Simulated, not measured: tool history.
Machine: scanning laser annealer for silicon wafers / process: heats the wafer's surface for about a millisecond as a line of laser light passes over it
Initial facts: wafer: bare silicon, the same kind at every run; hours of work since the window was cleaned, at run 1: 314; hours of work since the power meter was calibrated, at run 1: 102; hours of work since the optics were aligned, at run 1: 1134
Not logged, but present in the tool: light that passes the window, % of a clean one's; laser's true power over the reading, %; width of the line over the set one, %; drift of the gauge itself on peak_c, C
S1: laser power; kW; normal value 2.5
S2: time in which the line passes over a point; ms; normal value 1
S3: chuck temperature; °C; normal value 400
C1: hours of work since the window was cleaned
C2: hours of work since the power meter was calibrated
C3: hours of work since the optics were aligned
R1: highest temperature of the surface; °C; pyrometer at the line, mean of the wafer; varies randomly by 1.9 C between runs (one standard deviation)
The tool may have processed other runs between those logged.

run 1 hour=0 | S1=2.5 S2=1 S3=400 | C1=314 C2=102 C3=1134 | R1=1152
run 2 hour=7.8 | S1=2.5 S2=1 S3=400 | C1=320 C2=107 C3=1140 | R1=1149
run 3 hour=17.1 | S1=2.5 S2=1 S3=400 | C1=327 C2=114 C3=1147 | R1=1150
run 4 hour=30.4 | S1=2.5 S2=1 S3=400 | C1=336 C2=124 C3=1156 | R1=1149
run 5 hour=44.7 | S1=2.5 S2=1 S3=400 | C1=347 C2=134 C3=1167 | R1=1151
run 6 hour=54.5 | S1=2.5 S2=1 S3=400 | C1=354 C2=141 C3=1174 | R1=1148
-- hour=65.9 window over the wafer cleaned
run 7 hour=67.2 | S1=2.5 S2=1 S3=400 | C1=1 C2=149 C3=1182 | R1=1187
run 8 hour=80.2 | S1=2.5 S2=1 S3=400 | C1=10 C2=159 C3=1191 | R1=1181
run 9 hour=94.6 | S1=2.5 S2=1 S3=400 | C1=21 C2=169 C3=1202 | R1=1181
run 10 hour=109.1 | S1=2.5 S2=1 S3=400 | C1=32 C2=180 C3=1212 | R1=1182
run 11 hour=118.9 | S1=2.5 S2=1 S3=400 | C1=39 C2=187 C3=1220 | R1=1181
run 12 hour=132.7 | S1=2.5 S2=1 S3=400 | C1=49 C2=197 C3=1230 | R1=1179
run 13 hour=148 | S1=2.569 S2=1 S3=400 | C1=60 C2=208 C3=1241 | R1=1198
run 14 hour=161 | S1=2.569 S2=1.04 S3=400 | C1=69 C2=218 C3=1250 | R1=1216
-- hour=164.6 laser's power meter calibrated
run 15 hour=172.1 | S1=2.5 S2=0.99 S3=400 | C1=75 C2=5 C3=1256 | R1=1172
run 16 hour=179.3 | S1=2.5 S2=0.99 S3=400 | C1=81 C2=11 C3=1261 | R1=1173
run 17 hour=192.2 | S1=2.5 S2=0.99 S3=400 | C1=90 C2=20 C3=1271 | R1=1172
run 18 hour=203.2 | S1=2.5 S2=0.99 S3=380 | C1=98 C2=28 C3=1279 | R1=1148
run 19 hour=217.2 | S1=2.5 S2=0.99 S3=380 | C1=108 C2=38 C3=1289 | R1=1151
run 20 hour=231.2 | S1=2.5 S2=0.99 S3=380 | C1=118 C2=49 C3=1299 | R1=1149
run 21 hour=244.1 | S1=2.45 S2=1.22 S3=401 | C1=128 C2=58 C3=1309 | R1=1243
run 22 hour=252.1 | S1=2.45 S2=1.22 S3=401 | C1=134 C2=64 C3=1315 | R1=1241
-- hour=257.4 laser's power meter calibrated, once more
run 23 hour=269 | S1=2.653 S2=1.12 S3=417 | C1=144 C2=8 C3=1325 | R1=1289
run 24 hour=279.8 | S1=2.54 S2=1.19 S3=390 | C1=152 C2=16 C3=1333 | R1=1249
run 25 hour=288.1 | S1=2.386 S2=0.83 S3=404 | C1=158 C2=22 C3=1339 | R1=1063
run 26 hour=295 | S1=2.5 S2=1.03 S3=400 | C1=163 C2=27 C3=1344 | R1=1182
run 27 hour=306.5 | S1=2.142 S2=0.92 S3=400 | C1=171 C2=36 C3=1352 | R1=1025
run 28 hour=314.9 | S1=2.5 S2=0.89 S3=407 | C1=177 C2=42 C3=1358 | R1=1127
run 29 hour=323.3 | S1=2.5 S2=1.04 S3=425 | C1=183 C2=48 C3=1364 | R1=1207
run 30 hour=332.9 | S1=2.306 S2=1.13 S3=373 | C1=190 C2=55 C3=1371 | R1=1123
run 31 hour=343.8 | S1=2.348 S2=1.14 S3=385 | C1=198 C2=63 C3=1379 | R1=1153
run 32 hour=350.4 | S1=2.348 S2=1.14 S3=385 | C1=203 C2=68 C3=1384 | R1=1154
run 33 hour=358.6 | S1=2.192 S2=0.97 S3=400 | C1=209 C2=74 C3=1390 | R1=1056
run 34 hour=365.8 | S1=2.432 S2=0.77 S3=375 | C1=214 C2=79 C3=1395 | R1=1017
run 35 hour=376 | S1=2.351 S2=1.18 S3=427 | C1=222 C2=87 C3=1403 | R1=1215
run 36 hour=383.9 | S1=2.351 S2=1.18 S3=427 | C1=228 C2=92 C3=1408 | R1=1212
run 37 hour=398.9 | S1=2.5 S2=0.82 S3=422 | C1=239 C2=103 C3=1419 | R1=1108
run 38 hour=408.4 | S1=2.172 S2=0.93 S3=370 | C1=245 C2=110 C3=1426 | R1=1005
run 39 hour=421.3 | S1=2.134 S2=1 S3=410 | C1=255 C2=120 C3=1436 | R1=1054
run 40 hour=434.1 | S1=2.431 S2=0.72 S3=424 | C1=264 C2=129 C3=1445 | R1=1036

Predict each of these 3 candidate next runs independently; none follows another, all start after run 40:
run A hour=440.8 | S1=2.5 S2=1.24 S3=374 | C1=269 C2=134 C3=1450 | R1=?
run B hour=440.8 | S1=2.157 S2=0.99 S3=394 | C1=269 C2=134 C3=1450 | R1=?
run C hour=440.8 | S1=2.431 S2=1.2 S3=362 | C1=269 C2=134 C3=1450 | R1=?

run=A R1=1228
run=B R1=1041
run=C R1=1175
Had the tool no hidden state, the same runs would have come out as:
run=A R1=1261
run=B R1=1066
run=C R1=1207
